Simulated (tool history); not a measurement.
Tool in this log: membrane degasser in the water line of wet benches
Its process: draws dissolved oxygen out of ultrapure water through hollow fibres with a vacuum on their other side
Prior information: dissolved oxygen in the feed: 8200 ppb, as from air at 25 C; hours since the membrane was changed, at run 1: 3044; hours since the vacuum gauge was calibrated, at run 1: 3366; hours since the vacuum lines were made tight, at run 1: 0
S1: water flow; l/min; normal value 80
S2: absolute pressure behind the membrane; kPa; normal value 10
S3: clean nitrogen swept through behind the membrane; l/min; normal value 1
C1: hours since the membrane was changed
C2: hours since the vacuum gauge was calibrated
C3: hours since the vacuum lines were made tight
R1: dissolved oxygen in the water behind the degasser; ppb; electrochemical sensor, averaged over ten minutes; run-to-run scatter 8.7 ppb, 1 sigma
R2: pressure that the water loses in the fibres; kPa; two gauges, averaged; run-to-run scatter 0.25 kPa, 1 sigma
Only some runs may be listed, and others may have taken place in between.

{"run": 1, "hour": 0.0, "S1": 80, "S2": 10, "S3": 1, "C1": 3044, "C2": 3366, "C3": 0, "R1": 937.9, "R2": 71.06}
{"run": 2, "hour": 56.5, "S1": 80, "S2": 10, "S3": 1, "C1": 3100, "C2": 3423, "C3": 57, "R1": 912, "R2": 70.76}
{"run": 3, "hour": 144.6, "S1": 80, "S2": 10, "S3": 1, "C1": 3188, "C2": 3511, "C3": 145, "R1": 936.7, "R2": 71.22}
{"run": 4, "hour": 256.1, "S1": 80, "S2": 18.9, "S3": 1, "C1": 3300, "C2": 3622, "C3": 256, "R1": 1797.4, "R2": 70.91}
{"run": 5, "hour": 355.5, "S1": 80, "S2": 10, "S3": 1, "C1": 3399, "C2": 3722, "C3": 355, "R1": 936.9, "R2": 71.02}
{"run": 6, "hour": 440.1, "S1": 80, "S2": 10, "S3": 1, "C1": 3484, "C2": 3806, "C3": 440, "R1": 930.7, "R2": 70.88}
{"run": 7, "hour": 557.8, "S1": 80, "S2": 10, "S3": 1, "C1": 3602, "C2": 3924, "C3": 558, "R1": 937.4, "R2": 70.99}
{"run": 8, "hour": 674.2, "S1": 80, "S2": 10, "S3": 1, "C1": 3718, "C2": 4041, "C3": 674, "R1": 934.7, "R2": 71.59}
{"run": 9, "hour": 771.8, "S1": 80, "S2": 10, "S3": 1, "C1": 3816, "C2": 4138, "C3": 772, "R1": 918.4, "R2": 71.15}
{"run": 10, "hour": 875.1, "S1": 80, "S2": 6.1, "S3": 1, "C1": 3919, "C2": 4241, "C3": 875, "R1": 491.2, "R2": 70.95}
{"run": 11, "hour": 941.8, "S1": 80, "S2": 6.1, "S3": 1, "C1": 3986, "C2": 4308, "C3": 942, "R1": 484.6, "R2": 71.66}
{"run": 12, "hour": 1052.9, "S1": 80, "S2": 6.1, "S3": 1, "C1": 4097, "C2": 4419, "C3": 1053, "R1": 477.2, "R2": 71.23}
{"run": 13, "hour": 1102.1, "S1": 80, "S2": 6.1, "S3": 1, "C1": 4146, "C2": 4468, "C3": 1102, "R1": 475.5, "R2": 71.2}
{"run": 14, "hour": 1202.0, "S1": 80, "S2": 10, "S3": 1, "C1": 4246, "C2": 4568, "C3": 1202, "R1": 935.8, "R2": 71.55}
{"run": 15, "hour": 1269.1, "S1": 80, "S2": 10, "S3": 1, "C1": 4313, "C2": 4635, "C3": 1269, "R1": 950.9, "R2": 71.59}
{"run": 16, "hour": 1324.5, "S1": 80, "S2": 10, "S3": 1, "C1": 4368, "C2": 4691, "C3": 1325, "R1": 940.6, "R2": 71.42}
{"run": 17, "hour": 1374.6, "S1": 52, "S2": 6.6, "S3": 0.49, "C1": 4418, "C2": 4741, "C3": 1375, "R1": 602.4, "R2": 46.91}
{"run": 18, "hour": 1493.2, "S1": 80, "S2": 6.9, "S3": 1, "C1": 4537, "C2": 4860, "C3": 1493, "R1": 582.3, "R2": 72.1}
{"hour": 1504.7, "done": "vacuum gauge calibrated"}
{"run": 19, "hour": 1601.1, "S1": 70, "S2": 6.9, "S3": 0.45, "C1": 4644, "C2": 96, "C3": 1601, "R1": 856.1, "R2": 62.9}
{"run": 20, "hour": 1655.6, "S1": 119, "S2": 12.9, "S3": 0.62, "C1": 4699, "C2": 151, "C3": 1655, "R1": 2069.5, "R2": 107.31}
{"run": 21, "hour": 1728.2, "S1": 119, "S2": 12.9, "S3": 0.62, "C1": 4771, "C2": 223, "C3": 1728, "R1": 2031.3, "R2": 106.96}
{"run": 22, "hour": 1829.0, "S1": 73, "S2": 10, "S3": 1, "C1": 4872, "C2": 324, "C3": 1828, "R1": 904, "R2": 66.2}
{"run": 23, "hour": 1937.4, "S1": 58, "S2": 20.5, "S3": 2.74, "C1": 4981, "C2": 433, "C3": 1937, "R1": 808.1, "R2": 52.15}

Run 24 has not been measured yet. What should we expect?
{"run": 24, "hour": 2030.4, "S1": 56, "S2": 17.3, "S3": 1, "C1": 5074, "C2": 526, "C3": 2030, "R1": "?", "R2": "?"}

Logged for run 24: R1 1360.1 ppb, R2 50.58 kPa.
Were there no unlogged condition in the tool, this run, its random variation unchanged, would have produced R1 1296.4 ppb, R2 47.89 kPa.
